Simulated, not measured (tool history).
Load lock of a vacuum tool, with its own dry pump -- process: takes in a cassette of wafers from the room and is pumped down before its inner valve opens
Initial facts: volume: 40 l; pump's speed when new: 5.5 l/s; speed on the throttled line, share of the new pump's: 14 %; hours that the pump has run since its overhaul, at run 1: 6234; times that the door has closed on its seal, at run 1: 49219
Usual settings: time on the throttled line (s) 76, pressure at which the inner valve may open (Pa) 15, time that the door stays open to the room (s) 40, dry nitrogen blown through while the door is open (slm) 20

| run | hour | time on the throttled line (s) | pressure at which the inner valve may open (Pa) | time that the door stays open to the room (s) | dry nitrogen blown through while the door is open (slm) | hours that the pump has run since its overhaul | times that the door has closed on its seal | incoming humidity of the room's air, % | time from the closed door until the inner valve may open (s) | rise of the pressure with all valves shut (Pa/min) |
|---|---|---|---|---|---|---|---|---|---|---|
| 1 | 0 | 76 | 15 | 40 | 20 | 6234 | 49219 | 45.5 | 131.4 | 0.383 |
| 2 | 187.5 | 76 | 15 | 40 | 20 | 6421 | 49755 | 44 | 130.8 | 0.389 |
| 3 | 408.5 | 76 | 15 | 62 | 20 | 6642 | 50387 | 43.5 | 131.3 | 0.405 |
| 4 | 529.6 | 76 | 15 | 40 | 20 | 6763 | 50733 | 42.6 | 132.2 | 0.395 |
| 5 | 723.8 | 76 | 15 | 40 | 20 | 6957 | 51288 | 45.7 | 132.4 | 0.406 |
| 6 | 953.5 | 76 | 15 | 29 | 20 | 7187 | 51945 | 45.6 | 131.1 | 0.411 |
| 7 | 1177.5 | 76 | 15 | 29 | 20 | 7411 | 52586 | 43.3 | 131.5 | 0.412 |
| 8 | 1374.5 | 76 | 15 | 124 | 20 | 7608 | 53149 | 41.3 | 131.5 | 0.44 |
| 9 | 1581.8 | 76 | 15 | 124 | 20 | 7815 | 53741 | 40.4 | 130.8 | 0.45 |
| 10 | 1702.9 | 76 | 15 | 124 | 20 | 7936 | 54088 | 45 | 131.6 | 0.462 |
| 11 | 1820.2 | 90 | 15 | 40 | 20 | 8054 | 54423 | 46.1 | 145.4 | 0.445 |
| 12 | 1954.1 | 90 | 15 | 40 | 20 | 8188 | 54806 | 44 | 144.5 | 0.452 |
| 13 | 2124.9 | 76 | 15 | 40 | 20 | 8358 | 55295 | 45.1 | 131.1 | 0.455 |
| 14 | 2275.8 | 76 | 15 | 40 | 20 | 8509 | 55726 | 45.3 | 129.7 | 0.451 |
| 15 | 2458.9 | 76 | 15 | 40 | 20 | 8692 | 56250 | 46.2 | 132.2 | 0.461 |
| 16 | 2705.1 | 76 | 15 | 40 | 20 | 8939 | 56953 | 46.7 | 132.7 | 0.479 |
| 17 | 2877 | 76 | 17 | 105 | 7 | 9111 | 57445 | 43.4 | 129.4 | 0.523 |
| 18 | 3085.6 | 76 | 17 | 105 | 7 | 9319 | 58042 | 43.5 | 132 | 0.515 |
| 19 | 3225.4 | 102 | 29 | 40 | 44 | 9459 | 58441 | 49.8 | 151.1 | 0.482 |
| 20 | 3334.2 | 126 | 25 | 40 | 11 | 9568 | 58752 | 44.4 | 170.7 | 0.508 |
| 21 | 3538 | 68 | 15 | 40 | 20 | 9772 | 59335 | 45.8 | 126.1 | 0.506 |
| 22 | 3703.1 | 68 | 15 | 40 | 20 | 9937 | 59807 | 43.3 | 125.5 | 0.516 |
| 23 | 3909.7 | 146 | 15 | 40 | 21 | 10143 | 60398 | 44.4 | 191.8 | 0.517 |
| 24 | 4053 | 146 | 15 | 40 | 21 | 10287 | 60808 | 42.2 | 191.3 | 0.512 |
| 25 | 4234.1 | 116 | 15 | 154 | 20 | 10468 | 61325 | 44.1 | 166.7 | 0.552 |
| 26 | 4452.5 | 116 | 15 | 154 | 20 | 10686 | 61950 | 43.4 | 166.7 | 0.549 |
| 27 | 4637.1 | 116 | 15 | 154 | 20 | 10871 | 62478 | 45.7 | 167.8 | 0.566 |
| 28 | 4809 | 76 | 15 | 125 | 20 | 11043 | 62969 | 43.3 | 132.6 | 0.561 |
| 29 | 4970.9 | 76 | 15 | 125 | 20 | 11204 | 63432 | 44 | 133.2 | 0.576 |
| 30 | 5138.2 | 79 | 15 | 96 | 20 | 11372 | 63911 | 48.9 | 136.1 | 0.586 |
| 31 | 5337.8 | 79 | 15 | 96 | 20 | 11571 | 64481 | 48 | 137.3 | 0.596 |
| 32 | 5464.4 | 76 | 20 | 36 | 12 | 11698 | 64843 | 44.9 | 130.7 | 0.575 |

Below are 3 alternative next runs, each starting from the tool's condition after run 32. Predict each:
| A | 5646.8 | 118 | 16 | 40 | 25 | 11880 | 65365 | 44.3 | ? | ? |
| B | 5646.8 | 41 | 15 | 40 | 6 | 11880 | 65365 | 45.1 | ? | ? |
| C | 5646.8 | 76 | 29 | 40 | 20 | 11880 | 65365 | 46.6 | ? | ? |

| run | time from the closed door until the inner valve may open (s) | rise of the pressure with all valves shut (Pa/min) |
|---|---|---|
| A | 167.9 | 0.572 |
| B | 103.2 | 0.601 |
| C | 129.8 | 0.586 |
What these runs would have given with no unlogged condition in the tool:
| run | time from the closed door until the inner valve may open (s) | rise of the pressure with all valves shut (Pa/min) |
|---|---|---|
| A | 165.2 | 0.042 |
| B | 100 | 0.066 |
| C | 127.1 | 0.052 |
